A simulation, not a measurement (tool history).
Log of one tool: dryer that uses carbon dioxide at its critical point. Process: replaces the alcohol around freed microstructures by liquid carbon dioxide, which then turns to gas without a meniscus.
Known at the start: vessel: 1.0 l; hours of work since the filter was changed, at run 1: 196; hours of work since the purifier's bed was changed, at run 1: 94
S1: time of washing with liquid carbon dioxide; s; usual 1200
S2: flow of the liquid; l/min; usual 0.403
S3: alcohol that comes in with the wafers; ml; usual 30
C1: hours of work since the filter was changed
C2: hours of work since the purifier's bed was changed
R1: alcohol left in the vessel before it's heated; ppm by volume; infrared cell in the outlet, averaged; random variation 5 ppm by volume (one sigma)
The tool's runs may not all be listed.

| run | hour | S1 | S2 | S3 | C1 | C2 | R1 |
|---|---|---|---|---|---|---|---|
| 1 | 0.0 | 1200 | 0.403 | 30 | 196 | 94 | 57 |
| 2 | 13.5 | 1200 | 0.403 | 23 | 205 | 102 | 40 |
| 3 | 28.1 | 1200 | 0.403 | 71 | 213 | 111 | 107 |
| 4 | 41.0 | 1200 | 0.403 | 71 | 221 | 119 | 109 |
| 5 | 51.5 | 1200 | 0.403 | 71 | 227 | 125 | 106 |
| 6 | 62.8 | 1200 | 0.403 | 71 | 234 | 132 | 104 |
| 7 | 72.7 | 1200 | 0.295 | 30 | 240 | 138 | 240 |
| 8 | 78.8 | 1200 | 0.403 | 30 | 244 | 142 | 52 |
| 9 | 92.6 | 1200 | 0.403 | 30 | 252 | 150 | 63 |
| 10 | 102.4 | 1200 | 0.403 | 30 | 258 | 156 | 67 |
| 11 | 113.4 | 1200 | 0.403 | 30 | 265 | 163 | 70 |
| 12 | 120.8 | 1200 | 0.403 | 30 | 269 | 167 | 64 |
| 13 | 130.0 | 1200 | 0.403 | 26 | 275 | 173 | 58 |
| 14 | 144.7 | 1140 | 0.403 | 30 | 284 | 182 | 80 |
| 15 | 155.2 | 1800 | 0.403 | 85 | 290 | 188 | 31 |
| 16 | 167.9 | 1200 | 0.558 | 30 | 298 | 196 | 34 |
| 17 | 179.4 | 1140 | 0.542 | 50 | 305 | 203 | 42 |
| 18 | 194.0 | 1140 | 0.542 | 50 | 314 | 211 | 43 |
| 19 | 204.9 | 1620 | 0.596 | 49 | 320 | 218 | 33 |
| 20 | 219.4 | 1200 | 0.521 | 30 | 329 | 227 | 38 |
| 21 | 234.2 | 1200 | 0.398 | 60 | 338 | 236 | 133 |
| 22 | 241.8 | 1200 | 0.398 | 60 | 343 | 240 | 126 |
| 23 | 254.6 | 960 | 0.403 | 71 | 350 | 248 | 400 |

The same runs without the tool's hidden state, with the same run-to-run variation:
The hidden state here: flow that reaches the vessel past the clogged filter, %; alcohol in the recycled carbon dioxide, ppm; drift of the gauge itself on alcohol_ppm, %.
| run | R1 |
|---|---|
| 1 | 35 |
| 2 | 20 |
| 3 | 73 |
| 4 | 70 |
| 5 | 68 |
| 6 | 63 |
| 7 | 178 |
| 8 | 24 |
| 9 | 32 |
| 10 | 37 |
| 11 | 38 |
| 12 | 32 |
| 13 | 26 |
| 14 | 41 |
| 15 | 5 |
| 16 | 7 |
| 17 | 11 |
| 18 | 11 |
| 19 | 5 |
| 20 | 5 |
| 21 | 72 |
| 22 | 65 |
| 23 | 265 |

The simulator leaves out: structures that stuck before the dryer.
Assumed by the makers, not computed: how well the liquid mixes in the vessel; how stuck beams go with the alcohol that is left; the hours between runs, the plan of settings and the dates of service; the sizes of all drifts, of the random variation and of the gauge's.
